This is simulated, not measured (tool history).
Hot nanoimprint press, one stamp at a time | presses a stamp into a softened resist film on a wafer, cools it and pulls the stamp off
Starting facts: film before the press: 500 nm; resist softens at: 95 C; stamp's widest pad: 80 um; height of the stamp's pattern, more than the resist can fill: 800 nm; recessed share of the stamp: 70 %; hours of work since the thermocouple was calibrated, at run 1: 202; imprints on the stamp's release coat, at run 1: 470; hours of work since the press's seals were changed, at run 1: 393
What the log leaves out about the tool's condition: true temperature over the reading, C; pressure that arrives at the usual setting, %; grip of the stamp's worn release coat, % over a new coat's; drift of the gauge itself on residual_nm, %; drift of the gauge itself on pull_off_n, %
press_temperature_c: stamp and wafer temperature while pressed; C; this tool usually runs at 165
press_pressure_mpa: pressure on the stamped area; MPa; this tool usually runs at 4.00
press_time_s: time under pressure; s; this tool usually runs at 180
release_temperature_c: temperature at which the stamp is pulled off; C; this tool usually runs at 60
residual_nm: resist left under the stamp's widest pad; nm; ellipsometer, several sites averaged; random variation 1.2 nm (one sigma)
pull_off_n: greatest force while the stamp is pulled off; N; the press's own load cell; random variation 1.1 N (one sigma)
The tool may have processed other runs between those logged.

run   hour  press_temperature_c  press_pressure_mpa  press_time_s  release_temperature_c  hours of work since the thermocouple was calibrated  imprints on the stamp's release coat  hours of work since the press's seals were changed  residual_nm  pull_off_n
  1    0.0                  165                4.00           180                     60                                                  202                                   470                                                 393        248.3         137
  2   17.9                  165                4.00           180                     60                                                  213                                   539                                                 405        247.3         141
  3   28.7                  165                4.00           180                     60                                                  220                                   581                                                 412        250.5         140
  4   38.7                  165                4.00           218                     60                                                  227                                   619                                                 418        231.2         140
  5   52.3                  165                4.00           180                     60                                                  236                                   671                                                 427        251.7         141
  6   62.7                  165                4.00           229                     60                                                  243                                   711                                                 434        228.4         141
  7   73.1                  165                3.73           180                     60                                                  249                                   751                                                 441        256.7         141
  8   90.2                  165                3.73           180                     60                                                  260                                   817                                                 452        258.2         141
  9   99.6                  165                4.00           180                     60                                                  267                                   853                                                 458        252.2         144
 10  108.6                  165                4.00           180                     60                                                  272                                   888                                                 464        251.4         143
 11  119.2                  169                4.00           180                     60                                                  279                                   929                                                 471        203.0         143
 12  136.8                  169                4.00           180                     60                                                  291                                   996                                                 482        202.2         145
     141.2  -- plate thermocouple calibrated
 13  155.9                  165                4.00           180                     60                                                   10                                  1059                                                 493        238.4         142
 14  165.2                  165                4.00           180                     60                                                   16                                  1094                                                 499        239.1         143
 15  179.6                  165                4.00           180                     60                                                   25                                  1150                                                 508        237.6         145
 16  186.9                  165                4.00           180                     60                                                   30                                  1178                                                 513        239.8         142
 17  204.7                  165                5.44           180                     58                                                   41                                  1246                                                 525        213.2         153
 18  217.6                  157                4.00           180                     60                                                   50                                  1296                                                 533        358.0         145
 19  233.3                  157                4.00           180                     46                                                   60                                  1356                                                 543        353.9         199
 20  244.9                  157                4.00           180                     46                                                   68                                  1401                                                 551        359.0         200
 21  258.6                  157                4.00           180                     46                                                   76                                  1454                                                 560        355.7         203
     266.3  -- stamp cleaned and given a new release coat
 22  274.7                  159                5.59           199                     53                                                   83                                    32                                                 566        288.5         157
 23  289.6                  172                3.09           180                     60                                                   93                                    90                                                 576        182.8         133
 24  299.5                  157                4.00           110                     60                                                   99                                   128                                                 582        398.7         133
 25  314.7                  157                4.00           110                     60                                                  109                                   186                                                 592        398.7         133
 26  329.9                  165                6.15           180                     60                                                  119                                   245                                                 602        206.9         135
 27  340.9                  155                2.97           284                     55                                                  126                                   287                                                 609        378.6         152
 28  355.0                  172                2.88           180                     56                                                  135                                   341                                                 618        190.3         150
 29  365.1                  165                2.99           180                     61                                                  142                                   380                                                 625        273.6         134
 30  373.2                  176                4.00           180                     50                                                  147                                   412                                                 630        131.3         174
 31  384.5                  176                4.00           180                     50                                                  154                                   455                                                 638        130.8         176

How would selected steps in residual_nm from run to run divide? Give the signed amount a tool lacking its hidden state would still show from settings, what came in and random variation, and the signed amount left for the hidden state, including any gauge scatter that is not in both of the compared results.
Run 12 -> 13: press_temperature_c 169 -> 165, plate thermocouple calibrated. residual_nm +36.2 nm: hidden state -13.0, all else +49.2.
Run 22 -> 23: press_temperature_c 159 -> 172, press_pressure_mpa 5.59 -> 3.09, press_time_s 199 -> 180, release_temperature_c 53 -> 60. residual_nm -105.7 nm: hidden state -3.2, all else -102.5.
Run 23 -> 24: press_temperature_c 172 -> 157, press_pressure_mpa 3.09 -> 4.00, press_time_s 180 -> 110. residual_nm +215.9 nm: hidden state +1.4, all else +214.5.
Run 25 -> 26: press_temperature_c 157 -> 165, press_pressure_mpa 4.00 -> 6.15, press_time_s 110 -> 180. residual_nm -191.8 nm: hidden state +2.6, all else -194.4.
Run 27 -> 28: press_temperature_c 155 -> 172, press_pressure_mpa 2.97 -> 2.88, press_time_s 284 -> 180, release_temperature_c 55 -> 56. residual_nm -188.3 nm: hidden state -1.1, all else -187.2.
Run 29 -> 30: press_temperature_c 165 -> 176, press_pressure_mpa 2.99 -> 4.00, release_temperature_c 61 -> 50. residual_nm -142.3 nm: hidden state -3.4, all else -138.9.
